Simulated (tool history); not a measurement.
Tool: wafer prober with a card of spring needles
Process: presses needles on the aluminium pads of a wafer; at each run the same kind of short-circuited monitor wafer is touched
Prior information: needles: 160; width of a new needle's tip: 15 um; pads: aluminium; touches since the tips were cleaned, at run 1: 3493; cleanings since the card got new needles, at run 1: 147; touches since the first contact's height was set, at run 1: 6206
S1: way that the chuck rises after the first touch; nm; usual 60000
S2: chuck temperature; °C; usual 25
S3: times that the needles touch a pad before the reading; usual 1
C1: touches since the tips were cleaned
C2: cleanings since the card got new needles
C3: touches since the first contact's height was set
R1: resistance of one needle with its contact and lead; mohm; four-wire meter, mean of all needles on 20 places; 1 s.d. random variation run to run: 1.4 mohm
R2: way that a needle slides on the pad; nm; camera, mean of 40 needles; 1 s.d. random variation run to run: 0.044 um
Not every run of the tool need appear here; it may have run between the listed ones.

run	hour	S1	S2	S3	C1	C2	C3	R1	R2
1	0.0	60000	25	1	3493	147	6206	126	13530
# hour 1.4: tips cleaned on abrasive film
# hour 7.4: tips cleaned on abrasive film
# hour 13.6: tips cleaned on abrasive film
# hour 19.7: tips cleaned on abrasive film
2	22.6	60000	25	1	2086	151	22034	126	13620
# hour 25.2: tips cleaned on abrasive film
# hour 30.4: tips cleaned on abrasive film
# hour 36.9: tips cleaned on abrasive film
3	38.4	60000	25	1	1082	154	33039	126	13610
# hour 43.1: tips cleaned on abrasive film
# hour 49.2: tips cleaned on abrasive film
4	54.1	60000	25	1	3517	156	44088	123	13620
# hour 55.5: tips cleaned on abrasive film
# hour 61.7: tips cleaned on abrasive film
5	65.0	60000	25	1	2388	158	51679	123	13480
# hour 67.7: tips cleaned on abrasive film
# hour 73.8: tips cleaned on abrasive film
# hour 79.8: tips cleaned on abrasive film
6	82.8	60000	25	1	2103	161	64104	123	13620
# hour 85.4: tips cleaned on abrasive film
# hour 91.6: tips cleaned on abrasive film
# hour 97.3: tips cleaned on abrasive film
7	97.3	60000	25	1	18	164	74249	123	13550
# hour 103.2: tips cleaned on abrasive film
# hour 106.0: height of the first contact set anew
# hour 109.9: tips cleaned on abrasive film
8	113.0	60000	41	1	2187	166	4900	128	13570
# hour 115.3: tips cleaned on abrasive film
# hour 121.8: tips cleaned on abrasive film
# hour 127.9: tips cleaned on abrasive film
# hour 134.1: tips cleaned on abrasive film
9	134.1	60000	121	1	0	170	19672	139	13590
# hour 140.2: tips cleaned on abrasive film
# hour 146.2: tips cleaned on abrasive film
# hour 152.4: tips cleaned on abrasive film
10	156.2	60000	57	1	2740	173	35186	130	13630
# hour 157.6: tips cleaned on abrasive film
# hour 163.4: tips cleaned on abrasive film
# hour 169.3: tips cleaned on abrasive film
11	169.3	60000	57	1	0	176	44259	127	13640
# hour 175.4: tips cleaned on abrasive film
# hour 181.7: tips cleaned on abrasive film
# hour 187.6: tips cleaned on abrasive film
12	190.6	60000	25	1	2116	179	59228	124	13510
# hour 193.2: tips cleaned on abrasive film
# hour 199.4: tips cleaned on abrasive film
13	203.1	60000	25	1	2607	181	67985	125	13640
# hour 205.5: tips cleaned on abrasive film
# hour 211.9: tips cleaned on abrasive film
14	216.3	60000	25	1	3148	183	77254	124	13640
# hour 217.7: tips cleaned on abrasive film
# hour 220.5: height of the first contact set anew
# hour 224.3: tips cleaned on abrasive film
# hour 230.6: tips cleaned on abrasive film
# hour 236.6: tips cleaned on abrasive film
15	238.1	60000	25	1	1106	187	12307	126	13700
# hour 241.9: tips cleaned on abrasive film
# hour 247.1: tips cleaned on abrasive film
16	249.7	60000	25	1	1901	189	20410	126	13670
# hour 252.4: tips cleaned on abrasive film
# hour 258.3: tips cleaned on abrasive film
# hour 264.5: tips cleaned on abrasive film
# hour 276.5: card fitted with new needles
17	277.3	60000	34	2	598	0	598	126	13700
# hour 282.1: tips cleaned on abrasive film
# hour 288.4: tips cleaned on abrasive film
# hour 294.8: tips cleaned on abrasive film
18	297.1	60000	34	2	1610	3	14442	126	13670
# hour 301.0: tips cleaned on abrasive film
# hour 307.2: tips cleaned on abrasive film
# hour 313.6: tips cleaned on abrasive film
19	313.7	75000	74	1	18	6	26048	126	17130
# hour 318.8: tips cleaned on abrasive film
# hour 325.1: tips cleaned on abrasive film
# hour 331.4: tips cleaned on abrasive film
20	336.4	75000	98	2	3499	9	41987	131	17060
# hour 337.7: tips cleaned on abrasive film
# hour 344.1: tips cleaned on abrasive film
# hour 350.5: tips cleaned on abrasive film
# hour 356.0: tips cleaned on abrasive film
21	356.0	44000	58	1	0	13	55649	140	10100
# hour 362.4: tips cleaned on abrasive film
22	365.8	45000	51	2	2399	14	62558	138	10290
# hour 368.2: tips cleaned on abrasive film
# hour 374.4: tips cleaned on abrasive film
23	376.7	45000	51	2	1663	16	70196	136	10320
# hour 380.4: tips cleaned on abrasive film
# hour 386.7: tips cleaned on abrasive film
24	389.1	48000	25	1	1709	18	78867	131	10970
# hour 390.7: height of the first contact set anew
# hour 393.2: tips cleaned on abrasive film
# hour 399.4: tips cleaned on abrasive film
25	404.0	48000	25	1	3240	20	9322	131	11000
# hour 405.4: tips cleaned on abrasive film
# hour 411.5: tips cleaned on abrasive film
# hour 417.9: tips cleaned on abrasive film
26	422.4	50000	25	2	3195	23	22225	130	11490
# hour 423.8: tips cleaned on abrasive film
# hour 430.0: tips cleaned on abrasive film
27	435.1	80000	56	2	3575	25	31100	120	18310
# hour 436.4: tips cleaned on abrasive film
# hour 442.1: tips cleaned on abrasive film
# hour 448.6: tips cleaned on abrasive film
# hour 453.7: tips cleaned on abrasive film
28	454.7	80000	56	2	704	29	44801	123	18410

Per-run results on a tool with no hidden state, each run keeping its own random variation:
The hidden state here: debris on the tips, nm; way that the needles fall short of the set height, um; tips' diameter, um; drift of the gauge itself on contact_mohm, %; drift of the gauge itself on scrub_um, %.
run	R2
1	13530
2	13610
3	13590
4	13590
5	13450
6	13590
7	13500
8	13510
9	13530
10	13550
11	13570
12	13420
13	13540
14	13540
15	13590
16	13550
17	13580
18	13530
19	16960
20	16880
21	9980
22	10170
23	10190
24	10840
25	10850
26	11330
27	18050
28	18140
R1: differs from the measured result by no more than 1 mohm in any run.
